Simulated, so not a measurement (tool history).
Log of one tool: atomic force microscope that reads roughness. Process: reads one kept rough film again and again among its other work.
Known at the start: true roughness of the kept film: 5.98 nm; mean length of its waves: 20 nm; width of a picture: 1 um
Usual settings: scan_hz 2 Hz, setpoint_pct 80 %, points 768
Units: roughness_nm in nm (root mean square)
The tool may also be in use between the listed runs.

{"run": 1, "day": 0.0, "scan_hz": 2, "setpoint_pct": 80, "points": 768, "roughness_nm": 4.141}
{"run": 2, "day": 1.225, "scan_hz": 2, "setpoint_pct": 80, "points": 768, "roughness_nm": 3.994}
{"run": 3, "day": 2.104, "scan_hz": 2, "setpoint_pct": 80, "points": 768, "roughness_nm": 3.963}
{"run": 4, "day": 3.55, "scan_hz": 2, "setpoint_pct": 80, "points": 768, "roughness_nm": 3.804}
{"run": 5, "day": 4.246, "scan_hz": 2, "setpoint_pct": 80, "points": 768, "roughness_nm": 3.751}
{"run": 6, "day": 5.788, "scan_hz": 2.18, "setpoint_pct": 80, "points": 768, "roughness_nm": 3.616}
{"run": 7, "day": 6.925, "scan_hz": 2, "setpoint_pct": 80, "points": 312, "roughness_nm": 3.467}
{"run": 8, "day": 7.571, "scan_hz": 2, "setpoint_pct": 80, "points": 312, "roughness_nm": 3.397}
{"run": 9, "day": 8.904, "scan_hz": 2, "setpoint_pct": 80, "points": 312, "roughness_nm": 3.299}
{"run": 10, "day": 9.733, "scan_hz": 2, "setpoint_pct": 80, "points": 312, "roughness_nm": 3.27}
{"day": 10.4, "done": "new tip fitted"}
{"run": 11, "day": 11.271, "scan_hz": 0.93, "setpoint_pct": 80, "points": 312, "roughness_nm": 4.195}
{"run": 12, "day": 12.108, "scan_hz": 0.93, "setpoint_pct": 80, "points": 312, "roughness_nm": 4.115}
{"run": 13, "day": 13.462, "scan_hz": 0.93, "setpoint_pct": 80, "points": 312, "roughness_nm": 3.993}
{"run": 14, "day": 14.633, "scan_hz": 0.93, "setpoint_pct": 80, "points": 312, "roughness_nm": 3.889}
{"run": 15, "day": 15.671, "scan_hz": 2, "setpoint_pct": 80, "points": 768, "roughness_nm": 3.694}
{"run": 16, "day": 16.7, "scan_hz": 2, "setpoint_pct": 80, "points": 768, "roughness_nm": 3.603}
{"run": 17, "day": 18.083, "scan_hz": 2, "setpoint_pct": 80, "points": 768, "roughness_nm": 3.498}
{"run": 18, "day": 18.962, "scan_hz": 2, "setpoint_pct": 80, "points": 768, "roughness_nm": 3.421}
{"run": 19, "day": 19.7, "scan_hz": 2, "setpoint_pct": 80, "points": 768, "roughness_nm": 3.366}
{"run": 20, "day": 20.562, "scan_hz": 1.02, "setpoint_pct": 80, "points": 768, "roughness_nm": 3.472}
{"day": 21.338, "done": "new tip fitted"}
{"run": 21, "day": 22.05, "scan_hz": 1.02, "setpoint_pct": 80, "points": 768, "roughness_nm": 4.291}
{"run": 22, "day": 23.521, "scan_hz": 2, "setpoint_pct": 80, "points": 768, "roughness_nm": 3.959}
{"run": 23, "day": 24.492, "scan_hz": 2, "setpoint_pct": 65, "points": 768, "roughness_nm": 4.062}
{"run": 24, "day": 26.012, "scan_hz": 2, "setpoint_pct": 65, "points": 272, "roughness_nm": 3.78}
{"run": 25, "day": 27.625, "scan_hz": 2, "setpoint_pct": 65, "points": 272, "roughness_nm": 3.699}
{"run": 26, "day": 28.679, "scan_hz": 2, "setpoint_pct": 80, "points": 768, "roughness_nm": 3.528}
{"run": 27, "day": 29.488, "scan_hz": 2, "setpoint_pct": 80, "points": 768, "roughness_nm": 3.464}
{"run": 28, "day": 30.658, "scan_hz": 2, "setpoint_pct": 80, "points": 768, "roughness_nm": 3.398}
{"run": 29, "day": 31.462, "scan_hz": 1.25, "setpoint_pct": 80, "points": 768, "roughness_nm": 3.443}
{"day": 32.242, "done": "new tip fitted"}
{"run": 30, "day": 32.55, "scan_hz": 0.94, "setpoint_pct": 70, "points": 768, "roughness_nm": 4.297}
{"run": 31, "day": 33.433, "scan_hz": 2, "setpoint_pct": 76, "points": 768, "roughness_nm": 4.034}
{"run": 32, "day": 34.692, "scan_hz": 2.35, "setpoint_pct": 62, "points": 827, "roughness_nm": 4.057}
{"run": 33, "day": 35.346, "scan_hz": 2, "setpoint_pct": 80, "points": 346, "roughness_nm": 3.721}
{"run": 34, "day": 36.521, "scan_hz": 0.83, "setpoint_pct": 80, "points": 756, "roughness_nm": 3.876}
{"run": 35, "day": 37.971, "scan_hz": 0.62, "setpoint_pct": 79, "points": 756, "roughness_nm": 3.779}
{"run": 36, "day": 39.029, "scan_hz": 3.08, "setpoint_pct": 63, "points": 768, "roughness_nm": 3.613}
{"run": 37, "day": 40.525, "scan_hz": 3.08, "setpoint_pct": 87, "points": 342, "roughness_nm": 3.048}
{"day": 40.638, "done": "height scale calibrated on a step standard"}
{"run": 38, "day": 41.862, "scan_hz": 0.62, "setpoint_pct": 80, "points": 768, "roughness_nm": 3.486}
{"day": 43.229, "done": "new tip fitted"}
{"run": 39, "day": 43.396, "scan_hz": 2, "setpoint_pct": 80, "points": 505, "roughness_nm": 4.131}
{"run": 40, "day": 44.096, "scan_hz": 2.5, "setpoint_pct": 87, "points": 351, "roughness_nm": 3.782}
{"day": 45.083, "done": "height scale calibrated on a step standard, once more"}
{"run": 41, "day": 45.279, "scan_hz": 2.5, "setpoint_pct": 60, "points": 351, "roughness_nm": 4.18}
{"run": 42, "day": 46.046, "scan_hz": 0.8, "setpoint_pct": 60, "points": 342, "roughness_nm": 4.174}
{"run": 43, "day": 46.746, "scan_hz": 2, "setpoint_pct": 80, "points": 559, "roughness_nm": 3.843}
{"run": 44, "day": 47.479, "scan_hz": 2, "setpoint_pct": 80, "points": 559, "roughness_nm": 3.812}
{"run": 45, "day": 48.888, "scan_hz": 2, "setpoint_pct": 56, "points": 559, "roughness_nm": 3.957}
{"run": 46, "day": 49.75, "scan_hz": 2, "setpoint_pct": 72, "points": 768, "roughness_nm": 3.741}
{"run": 47, "day": 50.671, "scan_hz": 1.06, "setpoint_pct": 88, "points": 301, "roughness_nm": 3.528}
{"run": 48, "day": 52.042, "scan_hz": 1.25, "setpoint_pct": 73, "points": 924, "roughness_nm": 3.641}
{"run": 49, "day": 53.192, "scan_hz": 2, "setpoint_pct": 72, "points": 327, "roughness_nm": 3.384}
{"run": 50, "day": 54.121, "scan_hz": 2, "setpoint_pct": 72, "points": 337, "roughness_nm": 3.351}
{"day": 54.217, "done": "new tip fitted"}
{"run": 51, "day": 55.533, "scan_hz": 0.74, "setpoint_pct": 81, "points": 566, "roughness_nm": 4.176}
{"run": 52, "day": 56.517, "scan_hz": 3.77, "setpoint_pct": 55, "points": 875, "roughness_nm": 4.062}
{"run": 53, "day": 57.704, "scan_hz": 3.77, "setpoint_pct": 55, "points": 875, "roughness_nm": 3.937}

3 ways to go on from here, each from the tool as it stands after run 53. What would each give?
{"run": "A", "day": 58.842, "scan_hz": 2.54, "setpoint_pct": 55, "points": 708, "roughness_nm": "?"}
{"run": "B", "day": 58.842, "scan_hz": 0.82, "setpoint_pct": 66, "points": 708, "roughness_nm": "?"}
{"run": "C", "day": 58.842, "scan_hz": 1.23, "setpoint_pct": 76, "points": 288, "roughness_nm": "?"}

run=A roughness_nm=3.944
run=B roughness_nm=3.935
run=C roughness_nm=3.726
Without the tool's hidden state the same runs would have given:
run=A roughness_nm=4.528
run=B roughness_nm=4.519
run=C roughness_nm=4.278
